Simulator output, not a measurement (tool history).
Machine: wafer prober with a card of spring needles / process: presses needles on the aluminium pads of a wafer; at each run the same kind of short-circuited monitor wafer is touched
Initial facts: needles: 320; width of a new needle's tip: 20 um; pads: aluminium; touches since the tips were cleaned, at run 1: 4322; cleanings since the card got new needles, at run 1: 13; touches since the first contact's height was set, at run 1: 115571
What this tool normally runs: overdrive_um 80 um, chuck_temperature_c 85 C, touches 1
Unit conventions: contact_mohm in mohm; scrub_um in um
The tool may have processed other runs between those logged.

run,day,overdrive_um,chuck_temperature_c,touches,touches since the tips were cleaned,cleanings since the card got new needles,touches since the first contact's height was set,contact_mohm,scrub_um
1,0.000,80,85,1,4322,13,115571,324,16.24
# day 0.671: tips cleaned on abrasive film
2,0.983,80,85,2,1590,14,120562,222,16.24
3,1.858,80,85,2,6053,14,125025,275,16.18
# day 2.208: tips cleaned on abrasive film
4,2.400,80,85,1,983,15,127766,235,16.18
5,3.650,83,85,1,7356,15,134139,341,16.73
# day 3.783: tips cleaned on abrasive film
6,4.362,80,85,1,2951,16,137737,280,16.09
7,5.100,80,85,1,6708,16,141494,347,16.10
# day 5.396: tips cleaned on abrasive film
8,6.304,80,85,1,4611,17,147607,312,16.08
# day 6.962: tips cleaned on abrasive film
9,7.262,80,85,2,1529,18,152486,219,16.14
10,8.458,80,85,1,7607,18,158564,354,16.12
# day 8.542: tips cleaned on abrasive film
11,9.371,80,85,2,4233,19,163210,260,16.07
# day 10.146: tips cleaned on abrasive film
12,10.538,63,85,1,2013,20,169133,330,12.56
# day 11.554: height of the first contact set anew
# day 11.683: tips cleaned on abrasive film
13,11.683,72,85,1,0,21,652,211,14.76
14,12.929,78,85,1,6334,21,6986,343,16.01
# day 13.288: tips cleaned on abrasive film
15,14.150,80,85,1,4402,22,13201,314,16.35
# day 14.883: tips cleaned on abrasive film
16,15.250,71,85,1,1879,23,18783,295,14.52
17,16.142,80,85,1,6406,23,23310,348,16.40
# day 16.450: tips cleaned on abrasive film
18,16.775,79,29,1,1672,24,26533,258,16.06
19,17.912,79,32,1,7473,24,32334,363,16.18
# day 18.033: tips cleaned on abrasive film
20,18.692,79,32,1,3368,25,36282,297,16.11
21,19.308,79,32,1,6499,25,39413,354,16.10

Run 22 is up next; what results do you expect?
# day 19.562: tips cleaned on abrasive film
22,20.125,79,96,2,2879,26,43560,?,?

contact_mohm: 241 mohm
scrub_um: 16.16 um
If the tool had no hidden condition, the same run with the same run-to-run variation would have returned contact_mohm 181 mohm, scrub_um 16.28 um.
